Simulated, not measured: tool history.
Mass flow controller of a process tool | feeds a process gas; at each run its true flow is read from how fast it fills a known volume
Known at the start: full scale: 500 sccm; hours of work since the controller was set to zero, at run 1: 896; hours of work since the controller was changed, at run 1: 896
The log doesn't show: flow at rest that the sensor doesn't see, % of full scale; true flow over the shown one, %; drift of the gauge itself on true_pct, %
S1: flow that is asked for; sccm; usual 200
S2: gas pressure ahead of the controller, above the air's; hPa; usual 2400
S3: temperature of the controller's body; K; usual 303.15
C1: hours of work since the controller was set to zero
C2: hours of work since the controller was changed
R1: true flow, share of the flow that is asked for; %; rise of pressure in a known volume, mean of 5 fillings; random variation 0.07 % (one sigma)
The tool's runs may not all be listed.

run,hour,S1,S2,S3,C1,C2,R1
1,0.0,200,2400,303.15,896,896,99.46
2,66.2,200,2400,303.15,934,934,99.20
3,138.5,200,2000,303.15,975,975,99.67
4,188.4,200,2000,303.15,1003,1003,99.58
5,248.5,200,2760,303.15,1037,1037,99.42
6,289.4,200,2760,303.15,1061,1061,99.22
7,340.4,200,2760,303.15,1090,1090,99.41
8,411.6,200,2760,303.15,1130,1130,99.48
9,448.2,90,2760,293.15,1151,1151,99.74
10,480.5,200,2780,308.15,1169,1169,99.37
11,555.7,64,2180,308.15,1212,1212,100.14
12,616.3,64,1970,308.15,1246,1246,100.40
13,654.8,89,2400,303.15,1268,1268,99.92
14,713.3,89,2400,303.15,1301,1301,99.84
15,780.8,89,2400,303.15,1340,1340,99.99

Forecast each of these 4 alternatives for the next run:
A,838.0,205,1890,303.15,1372,1372,?
B,838.0,123,1800,303.15,1372,1372,?
C,838.0,51,2400,303.15,1372,1372,?
D,838.0,89,2400,308.15,1372,1372,?

run,R1
A,99.90
B,100.00
C,100.82
D,99.96
Without the tool's hidden state the same runs would have given:
run,R1
A,99.03
B,98.80
C,98.44
D,98.44
